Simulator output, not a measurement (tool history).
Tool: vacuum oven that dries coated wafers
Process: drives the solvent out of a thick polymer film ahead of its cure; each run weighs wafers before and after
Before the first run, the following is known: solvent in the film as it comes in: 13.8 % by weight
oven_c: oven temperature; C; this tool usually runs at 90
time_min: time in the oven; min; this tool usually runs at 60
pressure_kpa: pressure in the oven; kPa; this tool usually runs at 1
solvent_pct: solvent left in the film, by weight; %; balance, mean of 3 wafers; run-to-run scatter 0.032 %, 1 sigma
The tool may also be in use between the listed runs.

Run 1, hour 0: usual settings. Result: solvent_pct 0.93 %.
Run 2, hour 9.9: usual settings but oven_c 99 C. Result: solvent_pct 0.36 %.
Run 3, hour 22.6: usual settings but oven_c 99 C. Result: solvent_pct 0.36 %.
Run 4, hour 31: usual settings. Result: solvent_pct 0.99 %.
Run 5, hour 47.1: usual settings. Result: solvent_pct 0.92 %.
Run 6, hour 64.1: usual settings. Result: solvent_pct 0.94 %.
Run 7, hour 79.2: usual settings. Result: solvent_pct 0.94 %.
Run 8, hour 92.4: usual settings but pressure_kpa 3.52 kPa. Result: solvent_pct 1.81 %.
Run 9, hour 107.8: usual settings but pressure_kpa 1.65 kPa. Result: solvent_pct 1.2 %.
At hour 111.4: oven's thermocouples calibrated.
Run 10, hour 118.6: usual settings but oven_c 87 C. Result: solvent_pct 1.26 %.
Run 11, hour 129.6: usual settings. Result: solvent_pct 0.93 %.
Run 12, hour 149.7: usual settings. Result: solvent_pct 0.96 %.
Run 13, hour 168.4: usual settings. Result: solvent_pct 0.88 %.
Run 14, hour 185.5: usual settings but oven_c 83 C, time_min 93 min, pressure_kpa 3.37 kPa. Result: solvent_pct 2.06 %.
Run 15, hour 195.8: usual settings but oven_c 88 C, time_min 49 min, pressure_kpa 0.57 kPa. Result: solvent_pct 1.42 %.
Run 16, hour 210.5: usual settings but oven_c 102 C, pressure_kpa 2.13 kPa. Result: solvent_pct 0.61 %.
Run 17, hour 226.9: usual settings but oven_c 104 C, time_min 70 min, pressure_kpa 0.73 kPa. Result: solvent_pct 0.2 %.
Run 18, hour 241: usual settings but oven_c 93 C, time_min 33 min. Result: solvent_pct 1.96 %.
Run 19, hour 259.9: usual settings but oven_c 93 C, time_min 33 min. Result: solvent_pct 1.91 %.

Run 20 has not been measured yet. What should we expect?
Run 20, hour 271.2: usual settings but oven_c 95 C, time_min 57 min, pressure_kpa 0.69 kPa. Result: solvent_pct ?.

solvent_pct: 0.51 %
Without the tool's hidden state the same run would have given solvent_pct 0.45 %.
